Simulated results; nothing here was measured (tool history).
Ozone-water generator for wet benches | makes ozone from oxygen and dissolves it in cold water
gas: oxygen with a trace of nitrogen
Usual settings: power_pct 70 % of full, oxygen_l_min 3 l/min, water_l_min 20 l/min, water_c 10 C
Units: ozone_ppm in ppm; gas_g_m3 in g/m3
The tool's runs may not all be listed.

Run 1, hour 0: usual settings. Result: ozone_ppm 19.2 ppm, gas_g_m3 233.5 g/m3.
Run 2, hour 28.7: usual settings. Result: ozone_ppm 19.1 ppm, gas_g_m3 235 g/m3.
Run 3, hour 44.8: usual settings. Result: ozone_ppm 19.2 ppm, gas_g_m3 234.3 g/m3.
Run 4, hour 57.5: usual settings. Result: ozone_ppm 19 ppm, gas_g_m3 235.3 g/m3.
Run 5, hour 83.5: usual settings. Result: ozone_ppm 19.4 ppm, gas_g_m3 233 g/m3.
Run 6, hour 113.7: usual settings. Result: ozone_ppm 19.1 ppm, gas_g_m3 234.2 g/m3.
Run 7, hour 137.7: usual settings. Result: ozone_ppm 19.1 ppm, gas_g_m3 234.7 g/m3.
Run 8, hour 154.5: usual settings. Result: ozone_ppm 18.9 ppm, gas_g_m3 234.2 g/m3.
Run 9, hour 167: usual settings. Result: ozone_ppm 19.1 ppm, gas_g_m3 233.7 g/m3.
Run 10, hour 184: usual settings but water_l_min 29 l/min. Result: ozone_ppm 13 ppm, gas_g_m3 231.8 g/m3.
Run 11, hour 199.5: usual settings but water_l_min 29 l/min. Result: ozone_ppm 13.1 ppm, gas_g_m3 233.9 g/m3.
Run 12, hour 219.5: usual settings but water_l_min 29 l/min. Result: ozone_ppm 12.9 ppm, gas_g_m3 231.5 g/m3.
Run 13, hour 238.5: usual settings but power_pct 98 % of full. Result: ozone_ppm 23.8 ppm, gas_g_m3 287.4 g/m3.
Run 14, hour 258.5: usual settings but power_pct 85 % of full. Result: ozone_ppm 21.2 ppm, gas_g_m3 263.4 g/m3.
Run 15, hour 288.8: usual settings but power_pct 85 % of full. Result: ozone_ppm 21.3 ppm, gas_g_m3 263.8 g/m3.
Run 16, hour 313.4: usual settings but power_pct 85 % of full, water_c 8 C. Result: ozone_ppm 21.8 ppm, gas_g_m3 261.4 g/m3.
Run 17, hour 335.6: usual settings but power_pct 85 % of full, water_c 8 C. Result: ozone_ppm 21.6 ppm, gas_g_m3 264.6 g/m3.
Run 18, hour 364.3: usual settings but power_pct 85 % of full, oxygen_l_min 2.79 l/min, water_l_min 24 l/min, water_c 8 C. Result: ozone_ppm 18 ppm, gas_g_m3 274.8 g/m3.
Run 19, hour 381.3: usual settings but power_pct 85 % of full, oxygen_l_min 2.79 l/min, water_l_min 24 l/min, water_c 8 C. Result: ozone_ppm 17.3 ppm, gas_g_m3 274 g/m3.
Run 20, hour 402.4: usual settings but power_pct 85 % of full, oxygen_l_min 3.25 l/min, water_l_min 29 l/min, water_c 8 C. Result: ozone_ppm 15.3 ppm, gas_g_m3 252.2 g/m3.
Run 21, hour 431.7: usual settings but power_pct 85 % of full, oxygen_l_min 3.25 l/min, water_l_min 29 l/min, water_c 8 C. Result: ozone_ppm 15 ppm, gas_g_m3 252.7 g/m3.
Run 22, hour 453.7: usual settings but oxygen_l_min 4.54 l/min, water_l_min 15 l/min. Result: ozone_ppm 25.8 ppm, gas_g_m3 188.5 g/m3.
Run 23, hour 484.3: usual settings but power_pct 93 % of full, oxygen_l_min 4.1 l/min, water_l_min 21 l/min, water_c 11 C. Result: ozone_ppm 22.6 ppm, gas_g_m3 237 g/m3.
Run 24, hour 506.6: usual settings but oxygen_l_min 2.02 l/min, water_l_min 21 l/min, water_c 7 C. Result: ozone_ppm 16.2 ppm, gas_g_m3 281.6 g/m3.
Run 25, hour 530: usual settings but oxygen_l_min 3.53 l/min, water_l_min 14 l/min, water_c 7 C. Result: ozone_ppm 27.5 ppm, gas_g_m3 214.5 g/m3.
Run 26, hour 557.9: usual settings but power_pct 44 % of full, oxygen_l_min 3.5 l/min, water_l_min 27 l/min, water_c 12 C. Result: ozone_ppm 10.6 ppm, gas_g_m3 160.6 g/m3.
Run 27, hour 580.6: usual settings but power_pct 44 % of full, oxygen_l_min 3.5 l/min, water_l_min 27 l/min, water_c 12 C. Result: ozone_ppm 10.6 ppm, gas_g_m3 159.8 g/m3.
Run 28, hour 603.2: usual settings but power_pct 44 % of full, oxygen_l_min 3.5 l/min, water_l_min 27 l/min, water_c 12 C. Result: ozone_ppm 10.7 ppm, gas_g_m3 159.2 g/m3.
Run 29, hour 622.6: usual settings but power_pct 44 % of full, oxygen_l_min 3.5 l/min, water_l_min 27 l/min, water_c 12 C. Result: ozone_ppm 10.7 ppm, gas_g_m3 160.4 g/m3.
Run 30, hour 644.3: usual settings but power_pct 61 % of full, oxygen_l_min 3.5 l/min, water_l_min 27 l/min, water_c 6 C. Result: ozone_ppm 13.4 ppm, gas_g_m3 196.2 g/m3.
Run 31, hour 668.6: usual settings but power_pct 49 % of full, oxygen_l_min 1.93 l/min, water_l_min 17 l/min, water_c 17 C. Result: ozone_ppm 14.6 ppm, gas_g_m3 232.2 g/m3.
Run 32, hour 688.1: usual settings but power_pct 49 % of full, oxygen_l_min 1.93 l/min, water_l_min 17 l/min, water_c 17 C. Result: ozone_ppm 15.2 ppm, gas_g_m3 230.6 g/m3.
Run 33, hour 716.4: usual settings but power_pct 49 % of full, oxygen_l_min 1.93 l/min, water_l_min 17 l/min, water_c 17 C. Result: ozone_ppm 14.7 ppm, gas_g_m3 230.7 g/m3.

4 ways to go on from here, each from the tool as it stands after run 33. What would each give?
Run A, hour 730.5: usual settings but power_pct 42 % of full, oxygen_l_min 1.93 l/min, water_l_min 17 l/min, water_c 17 C. Result: ozone_ppm ?, gas_g_m3 ?.
Run B, hour 730.5: usual settings but power_pct 49 % of full, oxygen_l_min 3.46 l/min, water_l_min 17 l/min, water_c 17 C. Result: ozone_ppm ?, gas_g_m3 ?.
Run C, hour 730.5: usual settings but power_pct 40 % of full, water_l_min 16 l/min. Result: ozone_ppm ?, gas_g_m3 ?.
Run D, hour 730.5: usual settings but oxygen_l_min 2.58 l/min, water_l_min 15 l/min. Result: ozone_ppm ?, gas_g_m3 ?.

run  ozone_ppm  gas_g_m3
  A       13.3     208.9
  B       16.4     171.3
  C       16.1     163.3
  D       23.4     252.8
Without the tool's hidden state the same runs would have given:
run  ozone_ppm  gas_g_m3
  A       13.9     211.5
  B       17.2     173.7
  C       16.8     165.2
  D       24.5     257.3
